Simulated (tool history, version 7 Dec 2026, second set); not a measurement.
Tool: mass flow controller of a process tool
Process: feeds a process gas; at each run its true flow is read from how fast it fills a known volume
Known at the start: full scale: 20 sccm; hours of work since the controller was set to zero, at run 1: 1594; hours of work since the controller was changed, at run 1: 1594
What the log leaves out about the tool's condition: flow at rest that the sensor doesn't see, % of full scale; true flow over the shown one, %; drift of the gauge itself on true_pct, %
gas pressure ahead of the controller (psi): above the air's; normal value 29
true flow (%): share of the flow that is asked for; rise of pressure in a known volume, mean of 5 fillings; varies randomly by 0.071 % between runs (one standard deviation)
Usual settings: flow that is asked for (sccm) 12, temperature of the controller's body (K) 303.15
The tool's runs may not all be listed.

run,hour,flow that is asked for (sccm),gas pressure ahead of the controller (psi),temperature of the controller's body (K),hours of work since the controller was set to zero,hours of work since the controller was changed,true flow (%)
1,0,12,29,303.15,1594,1594,99.89
2,141.4,12,29,303.15,1649,1649,99.85
3,324.7,12,29,303.15,1720,1720,99.89
4,568,12,29,303.15,1814,1814,99.78
5,704.6,12,29,303.15,1867,1867,99.86
6,905.6,12,29,303.15,1944,1944,99.92
7,1104.3,12,29,303.15,2021,2021,99.84
8,1291,19,29,303.15,2093,2093,100.3
9,1525.3,19,29,303.15,2184,2184,100.47
10,1626.3,19,29,303.15,2223,2223,100.36
11,1837.3,12,29,303.15,2305,2305,99.92
12,2078.7,12,29,301.15,2398,2398,99.86
13,2277.7,17,22.6,302.15,2475,2475,100.15
# hour 2301: controller's zero set anew
14,2498.2,4,35.8,303.15,76,2560,98.21
15,2631.3,12,33.6,310.15,128,2611,100.13
16,2873.1,12,29,312.15,221,2705,100.11
17,3059.5,2,29,303.15,293,2777,95.39
18,3215.6,2,29,303.15,354,2837,95.28
19,3346.8,2,29,303.15,404,2888,95.29
# hour 3472.9: controller's zero set anew, once more
20,3559.5,3,22.6,294.15,33,2970,99.7
21,3719.6,2,32.9,303.15,95,3032,100.04
22,3828.6,6,32.9,303.15,137,3074,100.4
23,4047,6,29.3,303.15,222,3158,100.36

What differs in the tool's unlogged condition from the final listed run ahead of each entry between runs to the first listed run following it?
Run 13 -> run 14: controller's zero set anew (hour 2301)
  flow at rest that the sensor doesn't see, % of full scale: -0.337 -> -0.453; true flow over the shown one, %: 0.79 -> 0.82
  what was measured, less what the result would be without the hidden state, true flow (%): +0.39 -> -1.44
Run 19 -> run 20: controller's zero set anew, once more (hour 3472.9)
  flow at rest that the sensor doesn't see, % of full scale: -0.495 -> -0.03; true flow over the shown one, %: 0.95 -> 0.98
  what was measured, less what the result would be without the hidden state, true flow (%): -4 -> +0.77

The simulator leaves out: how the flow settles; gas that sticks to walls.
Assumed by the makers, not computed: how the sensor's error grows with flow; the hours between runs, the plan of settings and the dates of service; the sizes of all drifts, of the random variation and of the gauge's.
